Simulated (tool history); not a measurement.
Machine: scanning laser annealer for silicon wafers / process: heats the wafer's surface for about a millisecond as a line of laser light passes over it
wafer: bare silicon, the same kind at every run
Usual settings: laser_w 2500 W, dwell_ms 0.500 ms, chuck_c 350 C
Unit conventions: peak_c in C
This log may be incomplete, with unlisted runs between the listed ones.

{"run": 1, "hour": 0.0, "laser_w": 2500, "dwell_ms": 0.5, "chuck_c": 350, "peak_c": 1087}
{"run": 2, "hour": 24.5, "laser_w": 2500, "dwell_ms": 0.5, "chuck_c": 350, "peak_c": 1088}
{"run": 3, "hour": 43.8, "laser_w": 2500, "dwell_ms": 0.5, "chuck_c": 350, "peak_c": 1088}
{"run": 4, "hour": 71.6, "laser_w": 2500, "dwell_ms": 0.5, "chuck_c": 352, "peak_c": 1085}
{"run": 5, "hour": 92.8, "laser_w": 2500, "dwell_ms": 0.5, "chuck_c": 352, "peak_c": 1088}
{"run": 6, "hour": 105.7, "laser_w": 2500, "dwell_ms": 0.5, "chuck_c": 352, "peak_c": 1088}
{"run": 7, "hour": 124.0, "laser_w": 2500, "dwell_ms": 0.5, "chuck_c": 352, "peak_c": 1086}
{"run": 8, "hour": 151.1, "laser_w": 2500, "dwell_ms": 0.5, "chuck_c": 352, "peak_c": 1090}
{"run": 9, "hour": 179.3, "laser_w": 2500, "dwell_ms": 0.5, "chuck_c": 352, "peak_c": 1092}
{"run": 10, "hour": 197.3, "laser_w": 2500, "dwell_ms": 0.498, "chuck_c": 350, "peak_c": 1085}
{"run": 11, "hour": 213.8, "laser_w": 2500, "dwell_ms": 0.514, "chuck_c": 350, "peak_c": 1093}
{"run": 12, "hour": 225.9, "laser_w": 2500, "dwell_ms": 0.514, "chuck_c": 350, "peak_c": 1096}
{"run": 13, "hour": 241.9, "laser_w": 2500, "dwell_ms": 0.514, "chuck_c": 350, "peak_c": 1090}
{"run": 14, "hour": 262.5, "laser_w": 2500, "dwell_ms": 0.514, "chuck_c": 350, "peak_c": 1093}
{"run": 15, "hour": 285.3, "laser_w": 2500, "dwell_ms": 0.514, "chuck_c": 350, "peak_c": 1091}
{"run": 16, "hour": 310.5, "laser_w": 2500, "dwell_ms": 0.514, "chuck_c": 350, "peak_c": 1090}
{"run": 17, "hour": 327.5, "laser_w": 2500, "dwell_ms": 0.514, "chuck_c": 350, "peak_c": 1090}
{"run": 18, "hour": 354.7, "laser_w": 2500, "dwell_ms": 0.514, "chuck_c": 312, "peak_c": 1053}
{"run": 19, "hour": 378.3, "laser_w": 2500, "dwell_ms": 0.514, "chuck_c": 312, "peak_c": 1052}
{"run": 20, "hour": 393.8, "laser_w": 2500, "dwell_ms": 0.514, "chuck_c": 312, "peak_c": 1049}
{"run": 21, "hour": 412.8, "laser_w": 2500, "dwell_ms": 0.37, "chuck_c": 385, "peak_c": 1023}
{"run": 22, "hour": 438.7, "laser_w": 2500, "dwell_ms": 0.37, "chuck_c": 385, "peak_c": 1024}
{"run": 23, "hour": 465.4, "laser_w": 2315, "dwell_ms": 0.575, "chuck_c": 326, "peak_c": 1048}
{"run": 24, "hour": 481.2, "laser_w": 2607, "dwell_ms": 0.575, "chuck_c": 382, "peak_c": 1187}
{"run": 25, "hour": 505.6, "laser_w": 2413, "dwell_ms": 0.5, "chuck_c": 371, "peak_c": 1077}
{"run": 26, "hour": 527.6, "laser_w": 2413, "dwell_ms": 0.5, "chuck_c": 371, "peak_c": 1077}
{"hour": 535.0, "done": "optics aligned, line set to its width"}
{"run": 27, "hour": 549.3, "laser_w": 2500, "dwell_ms": 0.397, "chuck_c": 350, "peak_c": 1005}
{"run": 28, "hour": 576.1, "laser_w": 2333, "dwell_ms": 0.5, "chuck_c": 337, "peak_c": 1015}
{"run": 29, "hour": 595.6, "laser_w": 2569, "dwell_ms": 0.597, "chuck_c": 374, "peak_c": 1176}
{"run": 30, "hour": 611.9, "laser_w": 2569, "dwell_ms": 0.482, "chuck_c": 378, "peak_c": 1106}
{"run": 31, "hour": 626.9, "laser_w": 2566, "dwell_ms": 0.386, "chuck_c": 355, "peak_c": 1013}
{"hour": 648.4, "done": "optics aligned, line set to its width, once more"}
{"run": 32, "hour": 660.5, "laser_w": 2232, "dwell_ms": 0.444, "chuck_c": 362, "peak_c": 989}
{"run": 33, "hour": 689.4, "laser_w": 2232, "dwell_ms": 0.444, "chuck_c": 362, "peak_c": 987}
{"run": 34, "hour": 713.4, "laser_w": 2232, "dwell_ms": 0.444, "chuck_c": 362, "peak_c": 990}
{"run": 35, "hour": 728.3, "laser_w": 2362, "dwell_ms": 0.438, "chuck_c": 369, "peak_c": 1022}
{"run": 36, "hour": 751.7, "laser_w": 2500, "dwell_ms": 0.495, "chuck_c": 350, "peak_c": 1079}
{"run": 37, "hour": 776.8, "laser_w": 2381, "dwell_ms": 0.495, "chuck_c": 352, "peak_c": 1047}
{"run": 38, "hour": 799.2, "laser_w": 2500, "dwell_ms": 0.569, "chuck_c": 378, "peak_c": 1153}
{"run": 39, "hour": 811.5, "laser_w": 2500, "dwell_ms": 0.569, "chuck_c": 378, "peak_c": 1151}
{"run": 40, "hour": 834.5, "laser_w": 2500, "dwell_ms": 0.569, "chuck_c": 378, "peak_c": 1152}

Some steps in peak_c, run to run, broken into two amounts with sign: the step expected even without the hidden condition (settings, incoming material, random variation), and the rest, left for the hidden condition together with whatever gauge scatter is not in both the measured and the hidden-condition-free result:
Unlogged tool condition in this case: light that passes the window, % of a clean one's; laser's true power over the reading, %; width of the line over the set one, %; drift of the gauge itself on peak_c, C.
Run 22 -> 23: laser_w 2500 -> 2315, dwell_ms 0.370 -> 0.575, chuck_c 385 -> 326. peak_c +24 C: hidden state -4, all else +28.
Run 23 -> 24: laser_w 2315 -> 2607, chuck_c 326 -> 382. peak_c +139 C: hidden state -3, all else +142.
Run 24 -> 25: laser_w 2607 -> 2413, dwell_ms 0.575 -> 0.500, chuck_c 382 -> 371. peak_c -110 C: hidden state +2, all else -112.
Run 28 -> 29: laser_w 2333 -> 2569, dwell_ms 0.500 -> 0.597, chuck_c 337 -> 374. peak_c +161 C: hidden state -6, all else +167.
Run 31 -> 32: laser_w 2566 -> 2232, dwell_ms 0.386 -> 0.444, chuck_c 355 -> 362, optics aligned, line set to its width, once more. peak_c -24 C: hidden state +13, all else -37.

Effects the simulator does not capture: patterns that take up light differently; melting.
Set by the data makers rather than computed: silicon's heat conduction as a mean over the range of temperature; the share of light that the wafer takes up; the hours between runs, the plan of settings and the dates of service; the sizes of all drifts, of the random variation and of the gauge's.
